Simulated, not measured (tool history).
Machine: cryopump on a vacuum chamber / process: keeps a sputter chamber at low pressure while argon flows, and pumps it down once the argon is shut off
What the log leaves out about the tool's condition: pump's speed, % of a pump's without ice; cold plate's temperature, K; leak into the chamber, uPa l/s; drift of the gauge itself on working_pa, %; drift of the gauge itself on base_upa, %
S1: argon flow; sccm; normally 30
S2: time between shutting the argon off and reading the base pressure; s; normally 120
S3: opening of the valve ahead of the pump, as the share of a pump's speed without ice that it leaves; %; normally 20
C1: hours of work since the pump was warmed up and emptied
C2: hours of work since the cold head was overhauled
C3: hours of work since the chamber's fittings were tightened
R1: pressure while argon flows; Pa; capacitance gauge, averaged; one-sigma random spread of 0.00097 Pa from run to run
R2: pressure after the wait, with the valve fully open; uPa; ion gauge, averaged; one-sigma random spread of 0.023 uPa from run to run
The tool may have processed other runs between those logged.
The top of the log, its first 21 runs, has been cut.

run   hour  S1   S2  S3   C1   C2   C3      R1    R2
 22  453.6  30  120  28  136  531  636  0.1542  1.36
 23  480.2  30   72  28  155  551  655  0.1556  1.81
 24  509.2  30   72  28  176  571  675  0.1558  1.83
 25  544.9  30   72  28  202  597  701  0.1563  1.92
 26  572.1  32  223  49  221  616  720  0.1011  1.29
 27    601  32  291  34  242  637  741   0.143  1.29
 28  618.4  32   46  30  254  649  754  0.1602  2.65
 29  653.9  41  214  34  280  675  779  0.1874  1.42
 30  672.3  41  214  34  293  688  792  0.1873  1.46
 31  687.8  47   36  33  304  699  803   0.221  3.06
 32  702.5  47   36  33  315  710  814  0.2234  3.04
 33  726.4  47   36  33  332  727  831  0.2236  3.11

Alternative continuations, all from the tool just after run 33; predict every row:
  A  761.5  30  43  20  357  752  856   ?   ?
  B  761.5  17  36  33  357  752  856   ?   ?
  C  761.5  22  58  20  357  752  856   ?   ?
  D  761.5  53  82  33  357  752  856   ?   ?

run      R1    R2
  A  0.2272  2.84
  B  0.0816  3.14
  C  0.1661  2.42
  D  0.2561  2.15
Stripped of hidden state, with their random variation kept, the same runs would have yielded:
run      R1    R2
  A   0.209   1.8
  B  0.0713  2.12
  C  0.1528  1.39
  D  0.2239  1.11

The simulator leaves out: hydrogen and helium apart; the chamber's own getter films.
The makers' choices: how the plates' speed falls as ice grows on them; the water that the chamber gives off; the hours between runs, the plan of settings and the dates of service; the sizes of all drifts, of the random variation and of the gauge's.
